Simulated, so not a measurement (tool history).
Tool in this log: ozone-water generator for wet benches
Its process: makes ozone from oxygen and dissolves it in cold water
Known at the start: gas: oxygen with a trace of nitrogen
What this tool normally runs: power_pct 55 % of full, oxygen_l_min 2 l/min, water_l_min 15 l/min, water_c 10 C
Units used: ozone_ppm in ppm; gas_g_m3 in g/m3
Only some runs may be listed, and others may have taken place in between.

run 1 hour=0 | power_pct=55 oxygen_l_min=2 water_l_min=15 water_c=10 | ozone_ppm=15.5 gas_g_m3=221.4
run 2 hour=28.5 | power_pct=55 oxygen_l_min=2 water_l_min=15 water_c=10 | ozone_ppm=15.5 gas_g_m3=219.8
-- hour=76.7 water thermometer calibrated
run 3 hour=76.7 | power_pct=55 oxygen_l_min=2 water_l_min=15 water_c=10 | ozone_ppm=15.4 gas_g_m3=220.2
run 4 hour=119.7 | power_pct=55 oxygen_l_min=2 water_l_min=15 water_c=10 | ozone_ppm=15.3 gas_g_m3=218.2
run 5 hour=149.7 | power_pct=55 oxygen_l_min=2 water_l_min=15 water_c=10 | ozone_ppm=15.2 gas_g_m3=219.5
run 6 hour=176.3 | power_pct=55 oxygen_l_min=2 water_l_min=15 water_c=10 | ozone_ppm=15.5 gas_g_m3=219.7
run 7 hour=215.5 | power_pct=55 oxygen_l_min=2 water_l_min=15 water_c=10 | ozone_ppm=15.4 gas_g_m3=219.6
run 8 hour=278.7 | power_pct=55 oxygen_l_min=2 water_l_min=15 water_c=10 | ozone_ppm=15.5 gas_g_m3=220.8
run 9 hour=342.3 | power_pct=55 oxygen_l_min=2.21 water_l_min=15 water_c=10 | ozone_ppm=15.7 gas_g_m3=207.9
run 10 hour=389.1 | power_pct=55 oxygen_l_min=2 water_l_min=15 water_c=16 | ozone_ppm=14.6 gas_g_m3=220.6
run 11 hour=433.8 | power_pct=55 oxygen_l_min=2 water_l_min=15 water_c=10 | ozone_ppm=15.3 gas_g_m3=216
run 12 hour=460.3 | power_pct=55 oxygen_l_min=2 water_l_min=15 water_c=10 | ozone_ppm=15.5 gas_g_m3=216.9
run 13 hour=498.3 | power_pct=55 oxygen_l_min=2 water_l_min=15 water_c=10 | ozone_ppm=15.5 gas_g_m3=219
run 14 hour=560.2 | power_pct=55 oxygen_l_min=2 water_l_min=15 water_c=10 | ozone_ppm=15.5 gas_g_m3=216.8
run 15 hour=620.6 | power_pct=55 oxygen_l_min=2 water_l_min=15 water_c=10 | ozone_ppm=15.2 gas_g_m3=219.1
run 16 hour=663.4 | power_pct=55 oxygen_l_min=2 water_l_min=15 water_c=12 | ozone_ppm=15.2 gas_g_m3=215.9
run 17 hour=699.3 | power_pct=55 oxygen_l_min=1.72 water_l_min=15 water_c=11 | ozone_ppm=14.8 gas_g_m3=235
-- hour=709.3 contactor cleaned
run 18 hour=762.5 | power_pct=55 oxygen_l_min=1.72 water_l_min=15 water_c=11 | ozone_ppm=14.2 gas_g_m3=234.7
run 19 hour=789.9 | power_pct=94 oxygen_l_min=1.23 water_l_min=15 water_c=10 | ozone_ppm=18.2 gas_g_m3=393.3
run 20 hour=828.6 | power_pct=55 oxygen_l_min=1.71 water_l_min=11 water_c=10 | ozone_ppm=19.6 gas_g_m3=235.3
run 21 hour=859.1 | power_pct=55 oxygen_l_min=1.71 water_l_min=11 water_c=10 | ozone_ppm=19.6 gas_g_m3=236.2
run 22 hour=916 | power_pct=78 oxygen_l_min=3.29 water_l_min=22 water_c=10 | ozone_ppm=13.8 gas_g_m3=211.2
run 23 hour=967.1 | power_pct=78 oxygen_l_min=3.29 water_l_min=22 water_c=10 | ozone_ppm=13.8 gas_g_m3=210
-- hour=988.3 contactor cleaned, once more
run 24 hour=999.2 | power_pct=78 oxygen_l_min=3.29 water_l_min=22 water_c=10 | ozone_ppm=14.7 gas_g_m3=210.5
run 25 hour=1045.4 | power_pct=60 oxygen_l_min=3.22 water_l_min=20 water_c=18 | ozone_ppm=12.8 gas_g_m3=179.9
run 26 hour=1085.6 | power_pct=60 oxygen_l_min=3.22 water_l_min=20 water_c=18 | ozone_ppm=12.8 gas_g_m3=178.9
run 27 hour=1122.9 | power_pct=96 oxygen_l_min=3.22 water_l_min=20 water_c=7 | ozone_ppm=19 gas_g_m3=243.1
run 28 hour=1161.3 | power_pct=96 oxygen_l_min=3.22 water_l_min=20 water_c=7 | ozone_ppm=19.1 gas_g_m3=242.9
run 29 hour=1211.4 | power_pct=67 oxygen_l_min=3.22 water_l_min=20 water_c=15 | ozone_ppm=14.2 gas_g_m3=193.4
run 30 hour=1247.4 | power_pct=67 oxygen_l_min=3.22 water_l_min=20 water_c=15 | ozone_ppm=14 gas_g_m3=192.8
run 31 hour=1310.3 | power_pct=78 oxygen_l_min=1.03 water_l_min=12 water_c=17 | ozone_ppm=20.2 gas_g_m3=380.9
run 32 hour=1356.7 | power_pct=78 oxygen_l_min=1.03 water_l_min=12 water_c=17 | ozone_ppm=19.5 gas_g_m3=376.3

5 ways to go on from here, each from the tool as it stands after run 32. What would each give?
run A hour=1412.5 | power_pct=50 oxygen_l_min=2.27 water_l_min=12 water_c=17 | ozone_ppm=? gas_g_m3=?
run B hour=1412.5 | power_pct=47 oxygen_l_min=1.42 water_l_min=24 water_c=17 | ozone_ppm=? gas_g_m3=?
run C hour=1412.5 | power_pct=81 oxygen_l_min=1.22 water_l_min=12 water_c=11 | ozone_ppm=? gas_g_m3=?
run D hour=1412.5 | power_pct=78 oxygen_l_min=2.45 water_l_min=12 water_c=9 | ozone_ppm=? gas_g_m3=?
run E hour=1412.5 | power_pct=78 oxygen_l_min=1.03 water_l_min=15 water_c=17 | ozone_ppm=? gas_g_m3=?

run=A ozone_ppm=17.5 gas_g_m3=190.5
run=B ozone_ppm=7.2 gas_g_m3=230.9
run=C ozone_ppm=22 gas_g_m3=358.2
run=D ozone_ppm=25.6 gas_g_m3=245
run=E ozone_ppm=15.5 gas_g_m3=380.3
Without the tool's hidden state the same runs would have given:
run=A ozone_ppm=18.3 gas_g_m3=196.9
run=B ozone_ppm=7.5 gas_g_m3=238.2
run=C ozone_ppm=23.2 gas_g_m3=375.2
run=D ozone_ppm=27.1 gas_g_m3=256.4
run=E ozone_ppm=16.4 gas_g_m3=397.9
